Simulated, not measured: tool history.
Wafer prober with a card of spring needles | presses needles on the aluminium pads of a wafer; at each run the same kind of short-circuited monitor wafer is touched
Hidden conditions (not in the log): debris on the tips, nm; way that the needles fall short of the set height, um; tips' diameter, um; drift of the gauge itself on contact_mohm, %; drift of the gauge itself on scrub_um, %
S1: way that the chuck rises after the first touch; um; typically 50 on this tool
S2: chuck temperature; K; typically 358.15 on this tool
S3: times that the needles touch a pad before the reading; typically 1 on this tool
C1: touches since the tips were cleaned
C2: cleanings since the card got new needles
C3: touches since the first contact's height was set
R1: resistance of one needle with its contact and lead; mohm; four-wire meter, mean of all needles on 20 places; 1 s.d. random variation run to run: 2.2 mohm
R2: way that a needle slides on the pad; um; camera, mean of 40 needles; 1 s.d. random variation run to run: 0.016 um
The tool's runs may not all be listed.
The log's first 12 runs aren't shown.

{"day": 13.183, "done": "tips cleaned on abrasive film"}
{"day": 13.642, "done": "tips cleaned on abrasive film"}
{"day": 14.058, "done": "tips cleaned on abrasive film"}
{"run": 13, "day": 14.146, "S1": 56, "S2": 358.15, "S3": 1, "C1": 1416, "C2": 65, "C3": 81390, "R1": 262, "R2": 6.98}
{"day": 14.538, "done": "tips cleaned on abrasive film"}
{"day": 14.979, "done": "tips cleaned on abrasive film"}
{"run": 14, "day": 14.979, "S1": 50, "S2": 358.15, "S3": 1, "C1": 0, "C2": 67, "C3": 94831, "R1": 258, "R2": 6.22}
{"day": 15.471, "done": "tips cleaned on abrasive film"}
{"day": 15.95, "done": "tips cleaned on abrasive film"}
{"run": 15, "day": 16.158, "S1": 50, "S2": 358.15, "S3": 1, "C1": 3436, "C2": 69, "C3": 113958, "R1": 275, "R2": 6.14}
{"day": 16.371, "done": "tips cleaned on abrasive film"}
{"day": 16.892, "done": "tips cleaned on abrasive film"}
{"day": 17.375, "done": "tips cleaned on abrasive film"}
{"day": 17.812, "done": "tips cleaned on abrasive film"}
{"run": 16, "day": 17.812, "S1": 50, "S2": 358.15, "S3": 1, "C1": 0, "C2": 73, "C3": 140630, "R1": 254, "R2": 6.11}
{"day": 18.275, "done": "tips cleaned on abrasive film"}
{"day": 18.771, "done": "tips cleaned on abrasive film"}
{"run": 17, "day": 19.021, "S1": 36, "S2": 358.15, "S3": 1, "C1": 4048, "C2": 75, "C3": 160152, "R1": 295, "R2": 4.32}
{"day": 19.212, "done": "tips cleaned on abrasive film"}
{"day": 19.629, "done": "tips cleaned on abrasive film"}
{"run": 18, "day": 19.738, "S1": 36, "S2": 358.15, "S3": 1, "C1": 1737, "C2": 77, "C3": 171697, "R1": 285, "R2": 4.27}
{"day": 20.104, "done": "tips cleaned on abrasive film"}
{"day": 20.604, "done": "tips cleaned on abrasive film"}
{"day": 21.092, "done": "tips cleaned on abrasive film"}
{"run": 19, "day": 21.208, "S1": 36, "S2": 358.15, "S3": 1, "C1": 1892, "C2": 80, "C3": 195431, "R1": 284, "R2": 4.24}
{"day": 21.575, "done": "tips cleaned on abrasive film"}
{"day": 22.038, "done": "tips cleaned on abrasive film"}
{"day": 22.05, "done": "height of the first contact set anew"}
{"run": 20, "day": 22.112, "S1": 50, "S2": 396.15, "S3": 2, "C1": 1005, "C2": 82, "C3": 1005, "R1": 268, "R2": 6.36}

The next listed run, before its measurement:
{"day": 22.508, "done": "tips cleaned on abrasive film"}
{"day": 22.992, "done": "tips cleaned on abrasive film"}
{"run": 21, "day": 23.354, "S1": 50, "S2": 352.15, "S3": 2, "C1": 5947, "C2": 84, "C3": 21141, "R1": "?", "R2": "?"}

{"run 21": {"R1": 263, "R2": 6.36}}
Minus the tool's unlogged condition, the same run would have read R1 245 mohm, R2 6.38 um.
